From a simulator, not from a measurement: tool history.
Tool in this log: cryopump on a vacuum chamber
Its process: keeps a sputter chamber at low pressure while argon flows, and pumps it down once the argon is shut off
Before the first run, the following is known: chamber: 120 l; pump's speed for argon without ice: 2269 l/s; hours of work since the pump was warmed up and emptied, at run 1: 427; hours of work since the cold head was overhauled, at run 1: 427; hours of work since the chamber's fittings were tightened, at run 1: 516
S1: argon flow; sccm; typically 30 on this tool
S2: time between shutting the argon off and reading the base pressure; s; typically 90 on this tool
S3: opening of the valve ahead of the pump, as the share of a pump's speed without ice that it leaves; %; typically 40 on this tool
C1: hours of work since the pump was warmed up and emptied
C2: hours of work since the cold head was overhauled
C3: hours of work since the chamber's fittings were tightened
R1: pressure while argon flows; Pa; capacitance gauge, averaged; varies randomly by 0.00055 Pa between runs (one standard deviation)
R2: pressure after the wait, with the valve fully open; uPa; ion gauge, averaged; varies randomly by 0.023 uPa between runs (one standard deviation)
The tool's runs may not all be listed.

Run 1, hour 0.0: usual settings; C1 427; C2 427; C3 516. Result: R1 0.0579 Pa, R2 1.07 uPa.
Run 2, hour 70.0: usual settings but S2 47 s; C1 457; C2 457; C3 547. Result: R1 0.0576 Pa, R2 1.66 uPa.
Run 3, hour 139.7: usual settings but S2 47 s; C1 488; C2 488; C3 577. Result: R1 0.0583 Pa, R2 1.66 uPa.
Run 4, hour 199.3: usual settings but S2 47 s; C1 514; C2 514; C3 603. Result: R1 0.0591 Pa, R2 1.73 uPa.
Run 5, hour 237.7: usual settings but S1 32 sccm; C1 531; C2 531; C3 620. Result: R1 0.0619 Pa, R2 1.16 uPa.
Run 6, hour 274.9: usual settings but S1 17 sccm; C1 547; C2 547; C3 637. Result: R1 0.0338 Pa, R2 1.18 uPa.
Run 7, hour 327.6: usual settings but S1 17 sccm; C1 571; C2 571; C3 660. Result: R1 0.0335 Pa, R2 1.18 uPa.
Run 8, hour 374.7: usual settings but S1 17 sccm; C1 591; C2 591; C3 680. Result: R1 0.0337 Pa, R2 1.19 uPa.
Run 9, hour 447.3: usual settings but S1 17 sccm; C1 623; C2 623; C3 712. Result: R1 0.0341 Pa, R2 1.30 uPa.
Run 10, hour 510.5: usual settings; C1 651; C2 651; C3 740. Result: R1 0.0602 Pa, R2 1.24 uPa.
Run 11, hour 542.9: usual settings but S2 95 s; C1 665; C2 665; C3 754. Result: R1 0.0597 Pa, R2 1.22 uPa.
Run 12, hour 611.6: usual settings; C1 695; C2 695; C3 785. Result: R1 0.0593 Pa, R2 1.33 uPa.
Run 13, hour 666.7: usual settings; C1 720; C2 720; C3 809. Result: R1 0.0587 Pa, R2 1.31 uPa.
Run 14, hour 700.5: usual settings; C1 735; C2 735; C3 824. Result: R1 0.0597 Pa, R2 1.35 uPa.
Run 15, hour 731.3: usual settings; C1 748; C2 748; C3 837. Result: R1 0.0597 Pa, R2 1.35 uPa.
Run 16, hour 788.0: usual settings but S3 20 %; C1 773; C2 773; C3 862. Result: R1 0.1168 Pa, R2 1.32 uPa.
Run 17, hour 820.1: usual settings but S2 27 s; C1 787; C2 787; C3 876. Result: R1 0.0602 Pa, R2 2.85 uPa.
Run 18, hour 864.1: usual settings but S1 56 sccm, S2 296 s, S3 28 %; C1 806; C2 806; C3 896. Result: R1 0.1569 Pa, R2 0.91 uPa.
Run 19, hour 922.8: usual settings but S1 16 sccm, S3 23 %; C1 832; C2 832; C3 921. Result: R1 0.0539 Pa, R2 1.41 uPa.
Run 20, hour 984.8: usual settings but S1 20 sccm, S2 53 s, S3 26 %; C1 859; C2 859; C3 949. Result: R1 0.0604 Pa, R2 1.90 uPa.
Run 21, hour 1015.9: usual settings but S2 33 s, S3 54 %; C1 873; C2 873; C3 962. Result: R1 0.0466 Pa, R2 2.53 uPa.
Run 22, hour 1075.6: usual settings but S1 29 sccm, S2 49 s, S3 22 %; C1 899; C2 899; C3 989. Result: R1 0.1031 Pa, R2 2.00 uPa.
Run 23, hour 1138.1: usual settings but S1 29 sccm, S2 49 s, S3 22 %; C1 927; C2 927; C3 1016. Result: R1 0.1041 Pa, R2 1.98 uPa.
Run 24, hour 1195.4: usual settings but S1 35 sccm, S2 49 s, S3 38 %; C1 952; C2 952; C3 1041. Result: R1 0.0749 Pa, R2 2.04 uPa.
Run 25, hour 1257.7: usual settings but S1 35 sccm, S2 49 s, S3 38 %; C1 979; C2 979; C3 1069. Result: R1 0.0754 Pa, R2 2.06 uPa.
Run 26, hour 1293.3: usual settings but S3 36 %; C1 995; C2 995; C3 1084. Result: R1 0.0680 Pa, R2 1.53 uPa.
Run 27, hour 1352.6: usual settings but S3 38 %; C1 1021; C2 1021; C3 1110. Result: R1 0.0638 Pa, R2 1.52 uPa.
Run 28, hour 1420.2: usual settings but S3 38 %; C1 1051; C2 1051; C3 1140. Result: R1 0.0646 Pa, R2 1.56 uPa.
Run 29, hour 1453.7: usual settings but S2 230 s, S3 22 %; C1 1066; C2 1066; C3 1155. Result: R1 0.1075 Pa, R2 1.22 uPa.
Run 30, hour 1521.2: usual settings but S3 20 %; C1 1095; C2 1095; C3 1184. Result: R1 0.1180 Pa, R2 1.64 uPa.
Run 31, hour 1552.8: usual settings but S2 84 s, S3 39 %; C1 1109; C2 1109; C3 1198. Result: R1 0.0640 Pa, R2 1.70 uPa.
At hour 1599.8: pump warmed up, emptied and cooled again.
Run 32, hour 1612.7: usual settings but S2 102 s; C1 6; C2 1133; C3 1222. Result: R1 0.0553 Pa, R2 1.36 uPa.
Run 33, hour 1671.3: usual settings but S1 32 sccm, S2 111 s; C1 31; C2 1159; C3 1248. Result: R1 0.0605 Pa, R2 1.39 uPa.
Run 34, hour 1747.1: usual settings but S1 49 sccm, S2 111 s; C1 65; C2 1192; C3 1281. Result: R1 0.0923 Pa, R2 1.35 uPa.

Each row is a separate what-if for the run after 34, all from the same tool condition, not one after another. Results?
Run A, hour 1800.2: usual settings but S1 13 sccm, S2 43 s, S3 16 %; C1 88; C2 1216; C3 1305. Result: R1 ?, R2 ?.
Run B, hour 1800.2: usual settings but S1 15 sccm, S2 111 s, S3 20 %; C1 88; C2 1216; C3 1305. Result: R1 ?, R2 ?.
Run C, hour 1800.2: usual settings but S1 49 sccm, S2 47 s, S3 46 %; C1 88; C2 1216; C3 1305. Result: R1 ?, R2 ?.
Run D, hour 1800.2: usual settings but S1 58 sccm, S2 204 s, S3 43 %; C1 88; C2 1216; C3 1305. Result: R1 ?, R2 ?.

run      R1    R2
  A  0.0609  2.19
  B  0.0559  1.36
  C  0.0807  2.03
  D  0.1025  1.17
With no hidden state in the tool, these same runs would have given:
run      R1    R2
  A  0.0605  1.44
  B  0.0555  0.62
  C  0.0792  1.31
  D  0.1008  0.41

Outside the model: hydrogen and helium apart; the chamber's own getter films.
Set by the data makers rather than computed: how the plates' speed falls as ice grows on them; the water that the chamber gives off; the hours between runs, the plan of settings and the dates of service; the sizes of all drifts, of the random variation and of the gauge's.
